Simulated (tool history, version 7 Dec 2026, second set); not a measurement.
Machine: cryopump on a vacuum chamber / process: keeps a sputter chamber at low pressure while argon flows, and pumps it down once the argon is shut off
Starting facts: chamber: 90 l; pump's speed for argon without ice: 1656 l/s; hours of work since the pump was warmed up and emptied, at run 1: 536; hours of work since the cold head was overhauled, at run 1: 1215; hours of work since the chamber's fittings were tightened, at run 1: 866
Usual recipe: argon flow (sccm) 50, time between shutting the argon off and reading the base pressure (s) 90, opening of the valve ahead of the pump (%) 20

run,day,argon flow (sccm),time between shutting the argon off and reading the base pressure (s),opening of the valve ahead of the pump (%),hours of work since the pump was warmed up and emptied,hours of work since the cold head was overhauled,hours of work since the chamber's fittings were tightened,pressure while argon flows (Pa),pressure after the wait (uPa)
1,0.000,50,90,20,536,1215,866,0.2649,1.40
2,2.417,50,90,20,565,1243,894,0.2645,1.39
3,5.975,50,90,20,607,1286,937,0.2670,1.49
4,7.842,50,90,20,629,1308,959,0.2678,1.54
# day 9.758: pump warmed up, emptied and cooled again
5,10.042,50,24,20,3,1331,982,0.2572,2.88
6,12.196,50,90,20,29,1357,1008,0.2561,1.35
7,14.125,50,90,20,52,1380,1031,0.2559,1.40
8,16.979,50,90,20,85,1413,1064,0.2566,1.45
9,19.483,43,90,20,115,1443,1094,0.2198,1.47
10,21.212,43,90,20,136,1464,1115,0.2217,1.52
11,23.404,43,90,20,162,1489,1141,0.2239,1.56
12,27.067,43,90,20,205,1533,1184,0.2233,1.55
13,30.138,43,90,20,241,1569,1220,0.2244,1.57
14,33.196,50,55,20,278,1605,1257,0.2622,1.91
15,36.754,31,55,20,320,1648,1299,0.1635,1.99
16,39.425,31,55,20,351,1679,1330,0.1620,2.03
17,42.396,50,90,20,386,1714,1365,0.2653,1.72
18,45.458,50,22,57,423,1751,1402,0.1009,3.50
19,48.350,54,54,56,457,1785,1436,0.1099,2.14
20,50.262,83,154,18,480,1808,1459,0.4920,1.54
21,53.542,78,35,23,518,1846,1497,0.3648,2.79
22,55.358,78,35,55,540,1868,1519,0.1660,2.86
23,57.908,93,90,39,570,1898,1549,0.2684,1.93
24,60.033,93,90,39,595,1923,1574,0.2709,1.93
25,61.708,98,90,59,615,1943,1594,0.1987,2.03
26,64.071,90,115,59,643,1971,1622,0.1832,1.92
# day 64.838: pump warmed up, emptied and cooled again
27,66.517,90,115,59,20,1998,1649,0.1576,1.60
28,69.117,45,191,19,51,2028,1679,0.2416,1.43
29,71.792,42,90,20,82,2060,1711,0.2170,1.81
30,74.046,42,90,20,109,2087,1738,0.2189,1.90
31,76.138,42,233,48,134,2111,1763,0.0926,1.55
32,78.825,50,97,20,166,2143,1794,0.2593,1.83
33,81.988,68,63,31,203,2181,1832,0.2306,2.23
34,85.254,68,63,31,242,2219,1871,0.2319,2.23

Hidden state at the last listed run before each entry between runs and at the first one after, where it differs:
Between runs 4 and 5: pump warmed up, emptied and cooled again (day 9.758)
  pump's speed, % of a pump's without ice: 79.2 -> 99.5; leak into the chamber, uPa l/s: 1233 -> 1257
  measured less the result without the state, pressure while argon flows (Pa): +0.0140 -> +0.0008; pressure after the wait (uPa): +0.78 -> +0.58
Between runs 26 and 27: pump warmed up, emptied and cooled again (day 64.838)
  pump's speed, % of a pump's without ice: 77.3 -> 99; cold plate's temperature, K: 12.65 -> 12.66; leak into the chamber, uPa l/s: 1858 -> 1883
  measured less the result without the state, pressure while argon flows (Pa): +0.0285 -> +0.0022; pressure after the wait (uPa): +1.28 -> +0.98
